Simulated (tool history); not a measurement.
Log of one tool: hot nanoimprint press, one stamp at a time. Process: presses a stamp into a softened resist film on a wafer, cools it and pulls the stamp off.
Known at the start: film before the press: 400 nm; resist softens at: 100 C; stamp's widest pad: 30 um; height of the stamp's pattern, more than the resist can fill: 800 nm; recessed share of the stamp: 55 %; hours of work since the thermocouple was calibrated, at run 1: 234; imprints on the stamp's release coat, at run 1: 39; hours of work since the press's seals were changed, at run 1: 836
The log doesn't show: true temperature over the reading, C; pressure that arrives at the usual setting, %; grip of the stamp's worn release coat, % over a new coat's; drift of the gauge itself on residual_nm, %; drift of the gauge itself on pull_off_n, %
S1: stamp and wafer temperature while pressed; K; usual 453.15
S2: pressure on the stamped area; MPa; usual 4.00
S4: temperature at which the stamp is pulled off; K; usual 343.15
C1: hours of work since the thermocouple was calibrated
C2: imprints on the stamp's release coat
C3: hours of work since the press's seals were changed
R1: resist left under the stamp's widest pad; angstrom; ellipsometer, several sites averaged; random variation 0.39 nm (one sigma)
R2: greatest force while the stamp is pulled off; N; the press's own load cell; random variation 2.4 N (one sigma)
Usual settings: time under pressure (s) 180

Run 1, hour 0.0: usual settings; C1 234; C2 39; C3 836. Result: R1 1702 angstrom, R2 107 N.
Run 2, hour 57.9: usual settings but S2 2.70 MPa; C1 268; C2 162; C3 870. Result: R1 2064 angstrom, R2 106 N.
Run 3, hour 108.4: usual settings but S2 2.70 MPa; C1 297; C2 269; C3 899. Result: R1 2056 angstrom, R2 108 N.
Run 4, hour 163.5: usual settings but S4 342.15 K; C1 328; C2 386; C3 931. Result: R1 1703 angstrom, R2 109 N.
Run 5, hour 226.7: usual settings; C1 365; C2 520; C3 967. Result: R1 1701 angstrom, R2 105 N.
Run 6, hour 297.4: usual settings; C1 405; C2 670; C3 1008. Result: R1 1703 angstrom, R2 107 N.
Run 7, hour 368.4: usual settings; C1 446; C2 820; C3 1048. Result: R1 1704 angstrom, R2 106 N.
At hour 408.3: plate thermocouple calibrated.
Run 8, hour 410.7: usual settings but S2 5.16 MPa, time under pressure (s) 109; C1 1; C2 903; C3 1071. Result: R1 1806 angstrom, R2 107 N.
Run 9, hour 462.1: usual settings but S2 3.28 MPa, S4 336.15 K; C1 31; C2 1012; C3 1101. Result: R1 1878 angstrom, R2 120 N.
Run 10, hour 500.7: usual settings but S2 3.28 MPa, S4 336.15 K; C1 53; C2 1094; C3 1123. Result: R1 1877 angstrom, R2 123 N.
Run 11, hour 547.3: usual settings but S2 4.08 MPa, time under pressure (s) 138; C1 80; C2 1193; C3 1150. Result: R1 1849 angstrom, R2 104 N.
Run 12, hour 603.9: usual settings but S2 4.08 MPa, time under pressure (s) 138; C1 113; C2 1313; C3 1182. Result: R1 1854 angstrom, R2 102 N.

Hidden state at the last listed run before each entry between runs and at the first one after, where it differs:
Between runs 7 and 8: plate thermocouple calibrated (hour 408.3)
  true temperature over the reading, C: 0.02 -> 0
